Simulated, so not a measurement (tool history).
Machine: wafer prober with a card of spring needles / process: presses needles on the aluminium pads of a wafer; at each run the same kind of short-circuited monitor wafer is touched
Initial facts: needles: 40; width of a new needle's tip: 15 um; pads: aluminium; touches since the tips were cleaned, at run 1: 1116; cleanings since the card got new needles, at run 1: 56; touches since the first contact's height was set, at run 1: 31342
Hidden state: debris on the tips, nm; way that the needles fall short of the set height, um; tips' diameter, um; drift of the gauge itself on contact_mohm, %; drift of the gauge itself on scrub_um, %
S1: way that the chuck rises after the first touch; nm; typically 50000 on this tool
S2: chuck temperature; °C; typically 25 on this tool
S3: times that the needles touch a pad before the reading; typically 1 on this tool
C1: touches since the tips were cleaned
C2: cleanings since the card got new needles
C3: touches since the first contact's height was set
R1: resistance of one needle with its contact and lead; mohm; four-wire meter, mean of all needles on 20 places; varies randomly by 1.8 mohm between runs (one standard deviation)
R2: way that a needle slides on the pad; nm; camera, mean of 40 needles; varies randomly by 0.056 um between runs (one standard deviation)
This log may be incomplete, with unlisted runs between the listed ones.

run 1 hour=0.0 | S1=50000 S2=25 S3=1 | C1=1116 C2=56 C3=31342 | R1=184 R2=12810
-- hour=3.0 tips cleaned on abrasive film
-- hour=8.0 tips cleaned on abrasive film
-- hour=13.0 tips cleaned on abrasive film
-- hour=18.0 tips cleaned on abrasive film
-- hour=23.0 tips cleaned on abrasive film
-- hour=28.0 tips cleaned on abrasive film
-- hour=33.0 tips cleaned on abrasive film
-- hour=38.0 tips cleaned on abrasive film
run 2 hour=38.9 | S1=50000 S2=25 S3=3 | C1=527 C2=64 C3=53958 | R1=182 R2=12710
-- hour=42.9 tips cleaned on abrasive film
-- hour=47.9 tips cleaned on abrasive film
-- hour=52.9 tips cleaned on abrasive film
-- hour=57.9 tips cleaned on abrasive film
-- hour=62.9 tips cleaned on abrasive film
-- hour=66.9 tips cleaned on abrasive film
-- hour=71.9 tips cleaned on abrasive film
-- hour=76.9 tips cleaned on abrasive film
-- hour=81.9 tips cleaned on abrasive film
run 3 hour=81.9 | S1=34000 S2=25 S3=1 | C1=0 C2=73 C3=78932 | R1=186 R2=8740
-- hour=86.9 tips cleaned on abrasive film
-- hour=91.9 tips cleaned on abrasive film
-- hour=96.9 tips cleaned on abrasive film
-- hour=101.9 tips cleaned on abrasive film
-- hour=106.9 tips cleaned on abrasive film
-- hour=111.9 tips cleaned on abrasive film
-- hour=116.9 tips cleaned on abrasive film
-- hour=121.9 tips cleaned on abrasive film
-- hour=126.9 tips cleaned on abrasive film
-- hour=131.8 tips cleaned on abrasive film
run 4 hour=131.8 | S1=34000 S2=25 S3=1 | C1=0 C2=83 C3=107920 | R1=186 R2=8620
-- hour=135.8 tips cleaned on abrasive film
-- hour=140.8 tips cleaned on abrasive film
-- hour=145.8 tips cleaned on abrasive film
-- hour=150.8 tips cleaned on abrasive film
-- hour=155.8 tips cleaned on abrasive film
-- hour=160.8 tips cleaned on abrasive film
-- hour=165.0 height of the first contact set anew
-- hour=166.1 tips cleaned on abrasive film
-- hour=171.1 tips cleaned on abrasive film
run 5 hour=174.4 | S1=50000 S2=25 S3=1 | C1=1960 C2=91 C3=5447 | R1=180 R2=12810
-- hour=175.5 tips cleaned on abrasive film
-- hour=179.5 tips cleaned on abrasive film
-- hour=184.5 tips cleaned on abrasive film
-- hour=188.5 tips cleaned on abrasive film
-- hour=193.5 tips cleaned on abrasive film
-- hour=198.5 tips cleaned on abrasive film
-- hour=203.5 tips cleaned on abrasive film
-- hour=207.5 tips cleaned on abrasive film
-- hour=212.5 tips cleaned on abrasive film
-- hour=216.5 tips cleaned on abrasive film
-- hour=221.5 tips cleaned on abrasive film
run 6 hour=223.7 | S1=50000 S2=25 S3=1 | C1=1269 C2=102 C3=34036 | R1=182 R2=12710
-- hour=225.7 tips cleaned on abrasive film
-- hour=230.7 tips cleaned on abrasive film
-- hour=235.7 tips cleaned on abrasive film
-- hour=240.7 tips cleaned on abrasive film
-- hour=245.7 tips cleaned on abrasive film
-- hour=249.7 tips cleaned on abrasive film
-- hour=254.7 tips cleaned on abrasive film
-- hour=258.7 tips cleaned on abrasive film
run 7 hour=259.4 | S1=50000 S2=25 S3=1 | C1=396 C2=110 C3=54776 | R1=180 R2=12870
-- hour=263.4 tips cleaned on abrasive film
-- hour=268.4 tips cleaned on abrasive film
-- hour=273.4 tips cleaned on abrasive film
-- hour=278.4 tips cleaned on abrasive film
run 8 hour=281.7 | S1=50000 S2=25 S3=2 | C1=1966 C2=114 C3=67786 | R1=181 R2=12730
-- hour=282.8 tips cleaned on abrasive film
-- hour=287.8 tips cleaned on abrasive film
-- hour=292.8 tips cleaned on abrasive film
-- hour=297.8 tips cleaned on abrasive film
-- hour=302.8 tips cleaned on abrasive film
-- hour=307.8 tips cleaned on abrasive film
-- hour=312.8 tips cleaned on abrasive film
-- hour=316.8 tips cleaned on abrasive film
-- hour=321.8 tips cleaned on abrasive film
run 9 hour=324.7 | S1=50000 S2=25 S3=2 | C1=1719 C2=123 C3=92756 | R1=181 R2=12800
-- hour=326.8 tips cleaned on abrasive film
-- hour=330.8 tips cleaned on abrasive film
-- hour=335.8 tips cleaned on abrasive film
-- hour=340.8 tips cleaned on abrasive film
-- hour=345.8 tips cleaned on abrasive film
-- hour=349.8 tips cleaned on abrasive film
run 10 hour=350.7 | S1=50000 S2=25 S3=2 | C1=551 C2=129 C3=107840 | R1=180 R2=12870
-- hour=354.8 tips cleaned on abrasive film
-- hour=358.8 tips cleaned on abrasive film
-- hour=363.8 tips cleaned on abrasive film
-- hour=367.8 tips cleaned on abrasive film
-- hour=372.8 tips cleaned on abrasive film
run 11 hour=374.7 | S1=50000 S2=25 S3=1 | C1=1131 C2=134 C3=121760 | R1=182 R2=12760
-- hour=377.7 tips cleaned on abrasive film
-- hour=382.7 tips cleaned on abrasive film
-- hour=384.0 height of the first contact set anew
-- hour=387.1 tips cleaned on abrasive film
-- hour=392.1 tips cleaned on abrasive film
-- hour=397.1 tips cleaned on abrasive film
-- hour=402.1 tips cleaned on abrasive film
-- hour=406.1 tips cleaned on abrasive film
-- hour=411.1 tips cleaned on abrasive film
-- hour=416.1 tips cleaned on abrasive film
-- hour=421.1 tips cleaned on abrasive film
-- hour=425.1 tips cleaned on abrasive film
run 12 hour=425.1 | S1=50000 S2=25 S3=1 | C1=0 C2=145 C3=23858 | R1=181 R2=12860
-- hour=430.1 tips cleaned on abrasive film
-- hour=435.1 tips cleaned on abrasive film
-- hour=440.1 tips cleaned on abrasive film
-- hour=445.1 tips cleaned on abrasive film
-- hour=449.6 tips cleaned on abrasive film
run 13 hour=449.6 | S1=50000 S2=58 S3=1 | C1=0 C2=150 C3=38079 | R1=188 R2=12840
-- hour=454.6 tips cleaned on abrasive film
-- hour=459.6 tips cleaned on abrasive film
-- hour=464.6 tips cleaned on abrasive film
-- hour=468.6 tips cleaned on abrasive film
-- hour=473.6 tips cleaned on abrasive film
-- hour=478.6 tips cleaned on abrasive film
run 14 hour=480.2 | S1=53000 S2=27 S3=2 | C1=968 C2=156 C3=55903 | R1=178 R2=13580
-- hour=483.3 tips cleaned on abrasive film
-- hour=488.3 tips cleaned on abrasive film
-- hour=493.3 tips cleaned on abrasive film
-- hour=498.3 tips cleaned on abrasive film
-- hour=503.3 tips cleaned on abrasive film
-- hour=508.3 tips cleaned on abrasive film
-- hour=513.3 tips cleaned on abrasive film
-- hour=517.8 tips cleaned on abrasive film
run 15 hour=517.8 | S1=52000 S2=27 S3=1 | C1=0 C2=164 C3=77721 | R1=179 R2=13420

For run 16, what comes out?
-- hour=522.8 tips cleaned on abrasive film
-- hour=527.8 tips cleaned on abrasive film
-- hour=531.8 tips cleaned on abrasive film
-- hour=536.8 tips cleaned on abrasive film
-- hour=541.8 tips cleaned on abrasive film
-- hour=546.8 tips cleaned on abrasive film
run 16 hour=549.4 | S1=52000 S2=27 S3=1 | C1=1508 C2=170 C3=96086 | R1=? R2=?

R1: 181 mohm
R2: 13390 nm
With no hidden state in the tool, this same run would have given R1 181 mohm, R2 13260 nm.
